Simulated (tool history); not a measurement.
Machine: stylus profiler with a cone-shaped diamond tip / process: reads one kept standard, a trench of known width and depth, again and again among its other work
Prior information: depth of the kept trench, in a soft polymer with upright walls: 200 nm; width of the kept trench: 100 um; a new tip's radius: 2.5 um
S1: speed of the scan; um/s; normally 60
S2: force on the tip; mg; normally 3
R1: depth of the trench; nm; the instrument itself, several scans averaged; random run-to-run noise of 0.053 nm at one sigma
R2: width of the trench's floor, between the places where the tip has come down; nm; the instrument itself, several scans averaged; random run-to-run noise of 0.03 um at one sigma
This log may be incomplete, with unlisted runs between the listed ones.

run   hour   S1    S2      R1     R2
  1      0   60     3  202.32  97770
  2   11.4   60     3   202.3  97670
  3   26.4   60     3  202.29  97710
  4   36.6  234     3  202.23  96750
  5   45.5  234  5.75  203.51  97130
  6   61.5   38  2.01  201.75  97800
  7   70.3   38  2.01  201.73  97750
  8   78.6   73  7.87  204.39  97760
  9   87.8   73  7.87  204.29  97770
 10  103.5   76  4.14   202.8  97610

Some steps in R1 between neighbouring runs. How much of each would the tool show without its hidden state too (settings, what came in, random variation), and how much is left for the hidden state, with any gauge scatter that isn't in both results?
Hidden conditions of the tool in this case: radius of the tip, um; height scale over the true one, %; drift of the gauge itself on depth_nm, %; drift of the gauge itself on floor_um, %.
Run 1 -> 2: nothing adjusted, nothing logged. R1 -0.02 nm: hidden state +0.01, all else -0.03.
Run 7 -> 8: S1 38 -> 73, S2 2.01 -> 7.87. R1 +2.66 nm: hidden state +0, all else +2.66.

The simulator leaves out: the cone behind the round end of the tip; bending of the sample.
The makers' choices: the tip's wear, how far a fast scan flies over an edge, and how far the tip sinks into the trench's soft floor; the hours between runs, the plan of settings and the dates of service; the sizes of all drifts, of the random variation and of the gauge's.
